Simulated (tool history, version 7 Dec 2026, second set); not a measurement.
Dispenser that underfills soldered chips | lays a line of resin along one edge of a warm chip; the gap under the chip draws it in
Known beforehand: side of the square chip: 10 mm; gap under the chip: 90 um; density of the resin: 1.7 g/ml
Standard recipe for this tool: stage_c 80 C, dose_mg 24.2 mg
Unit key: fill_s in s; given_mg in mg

Run 1, day 0.000: usual settings. Result: fill_s 50.5 s, given_mg 23.02 mg.
Run 2, day 0.079: usual settings. Result: fill_s 55.2 s, given_mg 23.12 mg.
At day 0.196: new syringe of resin.
Run 3, day 0.250: usual settings. Result: fill_s 32.8 s, given_mg 23.18 mg.
Run 4, day 0.371: usual settings. Result: fill_s 37.3 s, given_mg 22.93 mg.
Run 5, day 0.533: usual settings. Result: fill_s 46.3 s, given_mg 22.93 mg.
Run 6, day 0.654: usual settings. Result: fill_s 53.8 s, given_mg 22.96 mg.
Run 7, day 0.758: usual settings. Result: fill_s 57.7 s, given_mg 22.80 mg.
At day 0.821: new syringe of resin.
Run 8, day 0.862: usual settings. Result: fill_s 32.3 s, given_mg 22.85 mg.
Run 9, day 0.946: usual settings. Result: fill_s 35.0 s, given_mg 22.71 mg.
Run 10, day 1.042: usual settings. Result: fill_s 40.1 s, given_mg 22.78 mg.
Run 11, day 1.142: usual settings. Result: fill_s 44.4 s, given_mg 22.81 mg.
Run 12, day 1.246: usual settings. Result: fill_s 49.3 s, given_mg 22.78 mg.
Run 13, day 1.329: usual settings. Result: fill_s 55.4 s, given_mg 22.78 mg.
At day 1.446: new syringe of resin.
Run 14, day 1.488: usual settings but dose_mg 26.5 mg. Result: fill_s 32.4 s, given_mg 24.67 mg.
Run 15, day 1.596: usual settings but dose_mg 26.5 mg. Result: fill_s 35.8 s, given_mg 24.76 mg.
Run 16, day 1.754: usual settings but stage_c 76 C, dose_mg 30.6 mg. Result: fill_s 51.8 s, given_mg 28.42 mg.
Run 17, day 1.875: usual settings but stage_c 89 C, dose_mg 30.3 mg. Result: fill_s 33.7 s, given_mg 28.16 mg.
Run 18, day 1.983: usual settings but stage_c 89 C, dose_mg 30.3 mg. Result: fill_s 38.2 s, given_mg 28.03 mg.
At day 2.075: new syringe of resin.
Run 19, day 2.079: usual settings but stage_c 91 C, dose_mg 26.4 mg. Result: fill_s 18.9 s, given_mg 24.29 mg.
Run 20, day 2.262: usual settings but stage_c 91 C, dose_mg 26.4 mg. Result: fill_s 23.6 s, given_mg 24.47 mg.
Run 21, day 2.358: usual settings but stage_c 91 C, dose_mg 26.4 mg. Result: fill_s 25.7 s, given_mg 24.34 mg.
Run 22, day 2.512: usual settings but stage_c 70 C, dose_mg 25.7 mg. Result: fill_s 79.2 s, given_mg 23.76 mg.
Run 23, day 2.621: usual settings but stage_c 70 C, dose_mg 25.7 mg. Result: fill_s 94.7 s, given_mg 23.67 mg.
At day 2.704: new syringe of resin.
Run 24, day 2.758: usual settings but stage_c 70 C, dose_mg 25.7 mg. Result: fill_s 52.2 s, given_mg 23.66 mg.
Run 25, day 2.950: usual settings but stage_c 77 C, dose_mg 22.8 mg. Result: fill_s 47.3 s, given_mg 21.02 mg.
At day 3.075: dispensing valve cleaned and set on the balance.
Run 26, day 3.158: usual settings but stage_c 88 C, dose_mg 28.1 mg. Result: fill_s 34.7 s, given_mg 28.13 mg.
Run 27, day 3.317: usual settings but stage_c 88 C, dose_mg 28.1 mg. Result: fill_s 41.8 s, given_mg 27.97 mg.
At day 3.367: new syringe of resin.
Run 28, day 3.492: usual settings but stage_c 88 C, dose_mg 20.8 mg. Result: fill_s 25.3 s, given_mg 20.44 mg.
Run 29, day 3.646: usual settings but stage_c 88 C, dose_mg 20.8 mg. Result: fill_s 31.0 s, given_mg 20.63 mg.

Some steps in fill_s, run to run, broken into two amounts with sign: the step expected even without the hidden condition (settings, incoming material, random variation), and the rest, left for the hidden condition together with whatever gauge scatter is not in both the measured and the hidden-condition-free result:
Hidden conditions of the tool in this case: resin's viscosity, % of fresh resin's; dose that the valve gives, % of what is set; true chip temperature over the reading, C; drift of the gauge itself on fill_s, %; drift of the gauge itself on given_mg, %.
Run 7 -> 8: new syringe of resin. fill_s -25.4 s: hidden state -27.0, all else +1.6.
Run 21 -> 22: stage_c 91 -> 70, dose_mg 26.4 -> 25.7. fill_s +53.5 s: hidden state +25.9, all else +27.6.
Run 23 -> 24: new syringe of resin. fill_s -42.5 s: hidden state -41.8, all else -0.7.

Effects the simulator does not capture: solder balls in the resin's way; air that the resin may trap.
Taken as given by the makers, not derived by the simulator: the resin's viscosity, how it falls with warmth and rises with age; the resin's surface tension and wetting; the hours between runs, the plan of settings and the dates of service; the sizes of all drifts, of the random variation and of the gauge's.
